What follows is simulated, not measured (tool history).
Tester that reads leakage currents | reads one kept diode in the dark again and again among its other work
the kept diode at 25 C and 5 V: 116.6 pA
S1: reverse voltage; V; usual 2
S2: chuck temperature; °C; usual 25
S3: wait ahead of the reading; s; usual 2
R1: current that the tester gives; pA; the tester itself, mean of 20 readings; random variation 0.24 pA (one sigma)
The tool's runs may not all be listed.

Run 1, hour 0: usual settings. Result: R1 75.59 pA.
Run 2, hour 110.1: usual settings but S1 5.06 V. Result: R1 116.34 pA.
Run 3, hour 229.3: usual settings. Result: R1 74.87 pA.
Run 4, hour 309.3: usual settings. Result: R1 75.39 pA.
Run 5, hour 406: usual settings. Result: R1 75.31 pA.
Run 6, hour 494.8: usual settings but S3 7.42 s. Result: R1 74.79 pA.
Run 7, hour 606.7: usual settings but S3 7.42 s. Result: R1 75.16 pA.
Run 8, hour 700.2: usual settings but S3 7.42 s. Result: R1 74.54 pA.
Run 9, hour 774: usual settings but S1 4.56 V. Result: R1 109.56 pA.
Run 10, hour 824.7: usual settings but S1 4.56 V. Result: R1 109.62 pA.
Run 11, hour 920: usual settings but S2 39 °C. Result: R1 224.12 pA.
Run 12, hour 996.9: usual settings but S2 32 °C. Result: R1 129.7 pA.
Run 13, hour 1061.8: usual settings. Result: R1 73.37 pA.
Run 14, hour 1167.6: usual settings. Result: R1 73.74 pA.
Run 15, hour 1267.7: usual settings. Result: R1 72.95 pA.
Run 16, hour 1352.4: usual settings. Result: R1 72.86 pA.
Run 17, hour 1452.9: usual settings but S2 32 °C. Result: R1 127.89 pA.
Run 18, hour 1529.7: usual settings but S2 32 °C. Result: R1 128.49 pA.
Run 19, hour 1583: usual settings but S2 32 °C. Result: R1 128.41 pA.
Run 20, hour 1652.1: usual settings. Result: R1 72.67 pA.
Run 21, hour 1762.3: usual settings. Result: R1 78.54 pA.
Run 22, hour 1840.2: usual settings but S1 13.13 V, S2 29 °C, S3 1.51 s. Result: R1 264.74 pA.
Run 23, hour 1932.1: usual settings but S1 13.13 V, S2 29 °C, S3 1.51 s. Result: R1 264.42 pA.
Run 24, hour 1998.9: usual settings but S1 14.35 V, S2 45 °C, S3 1.79 s. Result: R1 912.93 pA.
Run 25, hour 2077.4: usual settings but S1 14.35 V, S2 45 °C, S3 1.79 s. Result: R1 921.62 pA.
Run 26, hour 2159.2: usual settings but S2 48 °C, S3 4.71 s. Result: R1 454.15 pA.
Run 27, hour 2273.6: usual settings but S1 3.51 V, S2 39 °C. Result: R1 303.2 pA.
Run 28, hour 2393.8: usual settings but S1 3.51 V, S2 39 °C. Result: R1 304.07 pA.
Run 29, hour 2498.3: usual settings but S1 5.8 V, S2 35 °C, S3 2.19 s. Result: R1 283.48 pA.
Run 30, hour 2550.7: usual settings but S1 5.8 V, S2 35 °C, S3 2.19 s. Result: R1 281.2 pA.
Run 31, hour 2625.5: usual settings but S1 5.8 V, S2 35 °C, S3 2.19 s. Result: R1 281.21 pA.
Run 32, hour 2679: usual settings but S1 5.63 V, S3 0.95 s. Result: R1 126.9 pA.
Run 33, hour 2798.2: usual settings but S1 11.39 V, S2 37 °C, S3 2.39 s. Result: R1 447.61 pA.
Run 34, hour 2870.3: usual settings but S1 1.98 V, S3 5.14 s. Result: R1 76.69 pA.
Run 35, hour 2949.8: usual settings but S1 3.11 V, S3 1.5 s. Result: R1 94.63 pA.
Run 36, hour 3003.5: usual settings but S1 3.9 V, S2 35 °C, S3 0.31 s. Result: R1 232.49 pA.
Run 37, hour 3056.2: usual settings but S1 1.31 V, S2 34 °C, S3 1.16 s. Result: R1 128.54 pA.
Run 38, hour 3105.3: usual settings but S1 1.31 V, S2 34 °C, S3 8.1 s. Result: R1 128.38 pA.
Run 39, hour 3156.7: usual settings but S3 1.01 s. Result: R1 76.82 pA.
Run 40, hour 3234.7: usual settings but S3 1.01 s. Result: R1 76.74 pA.

Not shown: 2 entries that the log had between the listed runs. Between which runs, and how does the tool's hidden state differ before and after?
Between runs 10 and 11: tester calibrated (hour 900.4)
  stray current of the dirty probe card, pA a volt: 0.573 -> 0.604; current scale over the true one, %: 0.88 -> 0.03; true chuck temperature over the reading, C: -0.66 -> -0.69
  measured less the result without the state, R1: -2.51 -> -10.86 pA
Between runs 20 and 21: chuck's temperature calibrated (hour 1684.9)
  stray current of the dirty probe card, pA a volt: 0.858 -> 0.893; current scale over the true one, %: 0.22 -> 0.25; true chuck temperature over the reading, C: -0.97 -> -0.01
  measured less the result without the state, R1: -4.19 -> +1.85 pA
